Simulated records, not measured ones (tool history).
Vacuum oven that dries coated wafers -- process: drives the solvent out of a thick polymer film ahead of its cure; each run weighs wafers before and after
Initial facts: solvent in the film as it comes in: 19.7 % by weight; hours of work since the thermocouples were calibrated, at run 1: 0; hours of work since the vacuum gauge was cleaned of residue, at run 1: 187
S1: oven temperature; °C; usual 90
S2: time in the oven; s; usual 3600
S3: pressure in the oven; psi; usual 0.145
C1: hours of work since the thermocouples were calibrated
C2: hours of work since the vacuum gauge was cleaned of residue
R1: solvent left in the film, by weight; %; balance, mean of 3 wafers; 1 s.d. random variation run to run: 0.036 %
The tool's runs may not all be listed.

run	hour	S1	S2	S3	C1	C2	R1
1	0.0	90	3600	0.145	0	187	1.81
2	88.1	95	3600	0.145	59	246	0.96
3	177.4	95	3600	0.145	119	306	0.90
4	258.1	90	3600	0.431	173	360	2.88
5	328.9	90	3600	0.431	221	407	2.92
6	415.6	90	3240	0.145	279	465	2.23
7	497.9	90	3600	0.145	334	520	1.79
8	566.7	90	3600	0.145	380	567	1.83
9	640.0	90	3600	0.168	429	616	1.96
10	714.7	90	3600	0.168	479	666	1.93
11	788.4	90	2040	0.145	529	715	4.35
12	851.0	90	2040	0.078	571	757	4.14
13	890.6	90	3360	0.078	597	784	1.89
14	966.9	90	3360	0.078	648	835	1.80
15	1053.3	90	3360	0.078	706	893	1.83
16	1095.0	90	4260	0.145	734	921	1.39
17	1178.7	90	4260	0.145	790	977	1.33
18	1226.8	90	3840	0.145	823	1009	1.61
19	1263.8	90	3840	0.145	847	1034	1.65
20	1301.3	103	2280	0.145	872	1059	0.75
21	1342.3	105	1980	0.145	900	1087	0.65
22	1427.8	101	6300	0.077	957	1144	0.18
23	1501.1	84	3600	0.139	1006	1193	3.73
24	1561.4	77	3600	0.145	1047	1234	6.87
25	1603.5	77	3600	0.145	1075	1262	6.74
26	1658.3	77	2040	0.493	1112	1299	10.95

Run 27, settings as shown, results not yet in. Your forecast:
27	1702.0	77	2040	0.493	1141	1328	?

{"run 27": {"R1": 10.83}}
The same run, on a tool lacking any hidden state, would have yielded R1 10.85 %.

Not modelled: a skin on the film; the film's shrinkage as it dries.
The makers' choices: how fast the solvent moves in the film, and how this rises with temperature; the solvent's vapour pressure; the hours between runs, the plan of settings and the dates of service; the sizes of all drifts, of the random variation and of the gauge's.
